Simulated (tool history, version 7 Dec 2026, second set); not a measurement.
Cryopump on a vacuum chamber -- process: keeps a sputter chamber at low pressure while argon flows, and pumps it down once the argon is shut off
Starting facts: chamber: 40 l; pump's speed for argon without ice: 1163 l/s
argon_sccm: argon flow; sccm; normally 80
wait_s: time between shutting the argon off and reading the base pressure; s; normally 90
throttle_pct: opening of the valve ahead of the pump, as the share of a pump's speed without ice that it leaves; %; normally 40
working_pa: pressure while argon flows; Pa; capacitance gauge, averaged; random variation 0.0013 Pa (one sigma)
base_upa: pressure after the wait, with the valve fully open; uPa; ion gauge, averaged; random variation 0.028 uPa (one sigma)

run	hour	argon_sccm	wait_s	throttle_pct	working_pa	base_upa
1	0	80	90	40	0.2942	1.34
2	16.1	80	90	40	0.2927	1.31
3	33.8	80	90	40	0.2944	1.39
4	47.6	80	90	40	0.2966	1.39
5	60.6	80	90	40	0.2955	1.4
6	81.5	80	90	40	0.2951	1.45
7	91.1	80	90	40	0.2956	1.42
8	111.3	80	90	40	0.2977	1.42
9	122.7	80	90	40	0.2957	1.44
10	141.3	80	90	40	0.2977	1.43
11	150.7	80	90	41	0.2906	1.51
12	160.2	80	90	41	0.291	1.47
13	180.6	126	90	41	0.458	1.51
14	193.5	104	41	50	0.3132	2.79
15	202.9	72	90	22	0.4834	1.49
16	220.3	72	90	22	0.4892	1.49
17	240	115	267	38	0.4537	0.87
18	260.4	115	267	40	0.4331	0.89
19	275.6	115	267	52	0.3384	0.93
20	288.1	115	267	52	0.3385	0.94
21	307.2	80	90	32	0.3764	1.66
22	329.9	70	177	30	0.3506	1.16
23	353.3	91	38	30	0.4599	3.06
24	372.6	80	175	27	0.4439	1.22
25	390.2	80	175	27	0.4449	1.19
26	400.9	68	90	40	0.26	1.78

3 options for the next run, each taken on its own from the tool as it stands now. Forecast them:
A	412.2	68	50	24	?	?
B	412.2	123	90	44	?	?
C	412.2	103	43	40	?	?

run	working_pa	base_upa
A	0.4245	2.56
B	0.4309	1.76
C	0.3944	2.87
Had the tool no hidden state, the same runs would have come out as:
run	working_pa	base_upa
A	0.4105	2.09
B	0.4054	1.3
C	0.3731	2.41
